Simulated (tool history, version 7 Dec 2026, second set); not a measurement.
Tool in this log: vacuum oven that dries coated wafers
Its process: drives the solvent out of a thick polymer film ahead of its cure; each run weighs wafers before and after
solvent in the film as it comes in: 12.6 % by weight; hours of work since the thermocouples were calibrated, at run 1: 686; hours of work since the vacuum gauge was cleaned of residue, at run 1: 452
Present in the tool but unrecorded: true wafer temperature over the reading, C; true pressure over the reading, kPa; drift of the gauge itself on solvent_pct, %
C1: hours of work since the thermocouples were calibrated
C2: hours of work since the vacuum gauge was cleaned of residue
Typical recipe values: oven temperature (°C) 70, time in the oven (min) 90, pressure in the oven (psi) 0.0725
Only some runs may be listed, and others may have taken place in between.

{"run": 1, "day": 0.0, "oven temperature (°C)": 70, "time in the oven (min)": 90, "pressure in the oven (psi)": 0.0725, "C1": 686, "C2": 452, "solvent left in the film (%)": 2.32}
{"run": 2, "day": 1.438, "oven temperature (°C)": 70, "time in the oven (min)": 94, "pressure in the oven (psi)": 0.0725, "C1": 708, "C2": 475, "solvent left in the film (%)": 2.16}
{"run": 3, "day": 3.312, "oven temperature (°C)": 70, "time in the oven (min)": 94, "pressure in the oven (psi)": 0.0725, "C1": 737, "C2": 504, "solvent left in the film (%)": 2.15}
{"run": 4, "day": 4.729, "oven temperature (°C)": 70, "time in the oven (min)": 90, "pressure in the oven (psi)": 0.0725, "C1": 759, "C2": 526, "solvent left in the film (%)": 2.31}
{"run": 5, "day": 6.596, "oven temperature (°C)": 70, "time in the oven (min)": 90, "pressure in the oven (psi)": 0.0725, "C1": 788, "C2": 555, "solvent left in the film (%)": 2.29}
{"run": 6, "day": 8.179, "oven temperature (°C)": 76, "time in the oven (min)": 90, "pressure in the oven (psi)": 0.0725, "C1": 813, "C2": 579, "solvent left in the film (%)": 0.93}
{"run": 7, "day": 9.296, "oven temperature (°C)": 58, "time in the oven (min)": 90, "pressure in the oven (psi)": 0.0725, "C1": 830, "C2": 597, "solvent left in the film (%)": 6.05}
{"run": 8, "day": 10.888, "oven temperature (°C)": 58, "time in the oven (min)": 90, "pressure in the oven (psi)": 0.0725, "C1": 855, "C2": 621, "solvent left in the film (%)": 6.03}
{"run": 9, "day": 12.212, "oven temperature (°C)": 58, "time in the oven (min)": 90, "pressure in the oven (psi)": 0.0725, "C1": 875, "C2": 642, "solvent left in the film (%)": 6.05}
{"run": 10, "day": 13.662, "oven temperature (°C)": 70, "time in the oven (min)": 137, "pressure in the oven (psi)": 0.0725, "C1": 898, "C2": 664, "solvent left in the film (%)": 1.13}
{"run": 11, "day": 15.196, "oven temperature (°C)": 58, "time in the oven (min)": 137, "pressure in the oven (psi)": 0.0725, "C1": 922, "C2": 688, "solvent left in the film (%)": 4.57}
{"day": 17.038, "done": "oven's thermocouples calibrated"}
{"run": 12, "day": 17.062, "oven temperature (°C)": 58, "time in the oven (min)": 137, "pressure in the oven (psi)": 0.0725, "C1": 0, "C2": 716, "solvent left in the film (%)": 4.91}
{"run": 13, "day": 17.954, "oven temperature (°C)": 78, "time in the oven (min)": 58, "pressure in the oven (psi)": 0.0725, "C1": 14, "C2": 730, "solvent left in the film (%)": 1.82}
{"run": 14, "day": 19.267, "oven temperature (°C)": 78, "time in the oven (min)": 58, "pressure in the oven (psi)": 0.0725, "C1": 35, "C2": 750, "solvent left in the film (%)": 1.81}
{"run": 15, "day": 20.767, "oven temperature (°C)": 78, "time in the oven (min)": 58, "pressure in the oven (psi)": 0.0725, "C1": 58, "C2": 773, "solvent left in the film (%)": 1.79}
{"run": 16, "day": 21.825, "oven temperature (°C)": 70, "time in the oven (min)": 90, "pressure in the oven (psi)": 0.102, "C1": 74, "C2": 790, "solvent left in the film (%)": 2.63}
{"run": 17, "day": 23.65, "oven temperature (°C)": 55, "time in the oven (min)": 70, "pressure in the oven (psi)": 0.0841, "C1": 103, "C2": 818, "solvent left in the film (%)": 7.87}
{"run": 18, "day": 25.146, "oven temperature (°C)": 74, "time in the oven (min)": 95, "pressure in the oven (psi)": 0.0412, "C1": 126, "C2": 841, "solvent left in the film (%)": 1.33}
{"run": 19, "day": 25.912, "oven temperature (°C)": 77, "time in the oven (min)": 95, "pressure in the oven (psi)": 0.1613, "C1": 138, "C2": 853, "solvent left in the film (%)": 0.96}

Hidden state or all else? Some run-to-run changes of solvent left in the film (%), split into what the settings, what came in and random variation would give without the hidden state, and what is left for the hidden state (with any gauge scatter that isn't in both results):
Run 11 -> 12: oven's thermocouples calibrated. solvent left in the film (%) +0.34: hidden state +0.35, all else -0.01.
Run 17 -> 18: oven temperature (°C) 55 -> 74, time in the oven (min) 70 -> 95, pressure in the oven (psi) 0.0841 -> 0.0412. solvent left in the film (%) -6.54: hidden state -0.01, all else -6.53.

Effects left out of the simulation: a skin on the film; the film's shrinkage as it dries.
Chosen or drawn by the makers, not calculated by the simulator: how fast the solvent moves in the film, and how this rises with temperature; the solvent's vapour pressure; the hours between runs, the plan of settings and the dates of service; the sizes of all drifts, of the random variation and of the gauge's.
